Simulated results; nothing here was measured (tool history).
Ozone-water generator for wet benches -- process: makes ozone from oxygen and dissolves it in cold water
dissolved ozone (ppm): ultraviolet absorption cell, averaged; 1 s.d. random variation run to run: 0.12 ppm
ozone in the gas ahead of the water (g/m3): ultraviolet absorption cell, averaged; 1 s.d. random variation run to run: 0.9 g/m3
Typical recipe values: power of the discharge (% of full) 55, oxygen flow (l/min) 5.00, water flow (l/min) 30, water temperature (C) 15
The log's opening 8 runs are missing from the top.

run,hour,power of the discharge (% of full),oxygen flow (l/min),water flow (l/min),water temperature (C),hours of work since the electrodes were changed,hours of work since the contactor was cleaned,hours of work since the thermometer was calibrated,dissolved ozone (ppm),ozone in the gas ahead of the water (g/m3)
9,737.7,55,5.00,30,15,2209,2209,890,11.9,147.2
10,864.6,79,5.00,30,15,2316,2316,997,15.1,192.0
11,949.8,55,7.46,30,15,2388,2388,1069,12.6,121.5
12,1082.5,55,7.46,30,15,2501,2501,1182,12.5,122.1
13,1205.4,55,7.46,30,15,2605,2605,1286,12.4,122.9
14,1266.9,55,5.00,30,18,2657,2657,1338,11.4,148.4
15,1406.0,55,5.00,30,18,2774,2774,1455,11.2,148.2
16,1511.1,55,5.00,30,18,2863,2863,1544,11.2,147.0
17,1643.3,93,5.00,31,14,2975,2975,1656,16.5,216.7
18,1741.6,93,5.00,31,14,3058,3058,1739,16.4,217.5
19,1840.3,55,5.73,32,15,3142,3142,1823,11.2,140.1
20,1967.2,46,5.73,32,7,3249,3249,1930,10.8,123.7
21,2049.9,68,5.56,19,9,3319,3319,2000,23.1,160.5
22,2163.5,55,5.00,30,22,3415,3415,2096,10.6,148.9
23,2302.9,63,3.10,30,22,3533,3533,2214,10.9,204.8
24,2406.8,63,3.10,30,22,3621,3621,2302,10.8,204.2
25,2500.1,63,3.30,30,8,3700,3700,2381,12.2,199.1
26,2598.3,63,3.30,30,8,3783,3783,2464,12.1,199.7
27,2669.3,56,3.30,30,8,3844,3844,2524,11.3,183.0
28,2780.2,55,5.00,20,12,3937,3937,2618,18.2,150.8
29,2892.0,55,5.00,20,16,4032,4032,2713,17.1,149.0
30,2993.2,69,7.91,23,20,4118,4118,2799,17.3,139.8

Alternative continuations, all from the tool just after run 30; predict every row:
A,3055.8,69,2.73,41,21,4171,4171,2852,?,?
B,3055.8,60,2.95,23,7,4171,4171,2852,?,?
C,3055.8,55,3.80,30,15,4171,4171,2852,?,?

run,dissolved ozone (ppm),ozone in the gas ahead of the water (g/m3)
A,7.5,236.2
B,15.4,201.7
C,11.1,169.6
Without the tool's unlogged condition, the same runs would have read:
run,dissolved ozone (ppm),ozone in the gas ahead of the water (g/m3)
A,7.5,236.4
B,15.4,201.9
C,11.2,169.7
